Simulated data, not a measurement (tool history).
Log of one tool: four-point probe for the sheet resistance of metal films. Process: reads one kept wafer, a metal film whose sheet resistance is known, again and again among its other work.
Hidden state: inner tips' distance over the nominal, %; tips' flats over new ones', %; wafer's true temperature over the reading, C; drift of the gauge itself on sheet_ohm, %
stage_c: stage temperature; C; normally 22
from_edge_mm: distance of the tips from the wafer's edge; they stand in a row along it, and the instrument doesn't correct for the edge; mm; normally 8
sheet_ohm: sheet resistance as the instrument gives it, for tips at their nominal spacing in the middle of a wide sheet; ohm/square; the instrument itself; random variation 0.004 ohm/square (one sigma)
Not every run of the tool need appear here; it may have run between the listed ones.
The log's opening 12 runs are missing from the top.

run    hour  stage_c  from_edge_mm  touches since the probe head was changed  hours of work since the stage's thermometer was calibrated  sheet_ohm
 13   534.3       22             8                                     59117                                                         827  19.802609
 14   562.5       22             8                                     59911                                                         847  19.802839
 15   611.2       22             8                                     61282                                                         880  19.796174
 16   668.5       22            39                                     62896                                                         920  19.755364
 17   701.6       22            39                                     63829                                                         943  19.755667
 18   741.7       22            39                                     64958                                                         970  19.753180
 19   796.4       22             8                                     66499                                                        1008  19.789781
 20   826.8       22             8                                     67356                                                        1029  19.785660
 21   856.3       22             8                                     68186                                                        1049  19.777971
 22   880.1       22             8                                     68857                                                        1066  19.783559
 23   919.7       22             7                                     69971                                                        1093  19.794829
 24   964.4       32            50                                     71232                                                        1124  19.820417
 25   993.6       32            46                                     72052                                                        1144  19.819018
 26  1050.6       31             5                                     73658                                                        1184  19.914181
 27  1089.7       21            29                                     74759                                                        1210  19.716725
 28  1142.2       23            53                                     76238                                                        1247  19.737383

Run 29 is up next; what results do you expect?
 29  1198.6       33            24                                     77827                                                        1286          ?

{"run 29": {"sheet_ohm": 19.817387}}
Take away the tool's hidden state, keep the run-to-run variation as it was, and the same run would have given sheet_ohm 19.969514 ohm/square.
